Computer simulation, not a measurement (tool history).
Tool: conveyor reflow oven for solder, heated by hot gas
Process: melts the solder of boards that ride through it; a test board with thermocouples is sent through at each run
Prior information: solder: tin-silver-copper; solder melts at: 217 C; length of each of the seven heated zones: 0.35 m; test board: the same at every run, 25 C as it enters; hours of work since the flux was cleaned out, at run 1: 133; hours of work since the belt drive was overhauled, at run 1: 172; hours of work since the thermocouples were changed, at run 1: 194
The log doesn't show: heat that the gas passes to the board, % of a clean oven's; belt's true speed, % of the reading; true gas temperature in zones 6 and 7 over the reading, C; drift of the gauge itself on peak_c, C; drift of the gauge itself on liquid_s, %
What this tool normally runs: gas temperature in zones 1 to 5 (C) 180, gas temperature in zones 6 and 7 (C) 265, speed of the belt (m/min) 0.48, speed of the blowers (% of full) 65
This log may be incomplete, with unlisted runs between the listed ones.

| run | hour | gas temperature in zones 1 to 5 (C) | gas temperature in zones 6 and 7 (C) | speed of the belt (m/min) | speed of the blowers (% of full) | hours of work since the flux was cleaned out | hours of work since the belt drive was overhauled | hours of work since the thermocouples were changed | highest temperature of the board (C) | time above the solder's melting point (s) |
|---|---|---|---|---|---|---|---|---|---|---|
| 1 | 0 | 180 | 265 | 0.48 | 65 | 133 | 172 | 194 | 248.3 | 64.1 |
| 2 | 8.6 | 180 | 253 | 0.48 | 65 | 140 | 178 | 201 | 238 | 52.9 |
| 3 | 16.9 | 165 | 265 | 0.48 | 65 | 146 | 184 | 207 | 245.7 | 55.1 |
| 4 | 22.1 | 180 | 268 | 0.48 | 65 | 150 | 188 | 210 | 250.7 | 65.9 |
| 5 | 27.2 | 180 | 268 | 0.48 | 65 | 153 | 192 | 214 | 251.6 | 66.7 |
| 6 | 33.3 | 180 | 268 | 0.48 | 65 | 158 | 196 | 219 | 250.5 | 65.4 |
|  | 48.2 | flux residue cleaned out of gas plates and filters |
| 7 | 48.2 | 180 | 265 | 0.48 | 65 | 0 | 203 | 226 | 249.9 | 64.4 |
| 8 | 59 | 180 | 265 | 0.48 | 65 | 8 | 211 | 234 | 249.2 | 64.4 |
| 9 | 69.3 | 180 | 265 | 0.48 | 65 | 15 | 219 | 241 | 249.2 | 65 |
| 10 | 75.6 | 180 | 265 | 0.48 | 65 | 20 | 223 | 246 | 249.9 | 64.8 |
| 11 | 84.9 | 166 | 265 | 0.48 | 65 | 27 | 230 | 253 | 246.1 | 55.9 |
| 12 | 92.4 | 166 | 265 | 0.48 | 65 | 32 | 236 | 258 | 246.5 | 56.8 |
| 13 | 97.6 | 180 | 265 | 0.452 | 65 | 36 | 240 | 262 | 250.3 | 72.3 |
| 14 | 107.1 | 180 | 261 | 0.452 | 65 | 43 | 247 | 269 | 248.1 | 68.1 |
| 15 | 118.6 | 180 | 261 | 0.452 | 53 | 52 | 255 | 277 | 245.4 | 63.2 |
| 16 | 127.9 | 180 | 265 | 0.48 | 65 | 58 | 262 | 284 | 248.9 | 65.1 |
| 17 | 137.7 | 180 | 265 | 0.48 | 65 | 66 | 269 | 291 | 248.4 | 65.3 |
| 18 | 144.3 | 180 | 260 | 0.48 | 61 | 70 | 274 | 296 | 244.1 | 59.1 |

Run 19, settings as shown, results not yet in. Your forecast:
| 19 | 154.5 | 180 | 260 | 0.48 | 61 | 78 | 281 | 304 | ? | ? |

{"run 19": {"highest temperature of the board (C)": 244.4, "time above the solder's melting point (s)": 60}}
If the tool had no hidden condition, the same run with the same run-to-run variation would have returned highest temperature of the board (C) 244.2, time above the solder's melting point (s) 59.7.
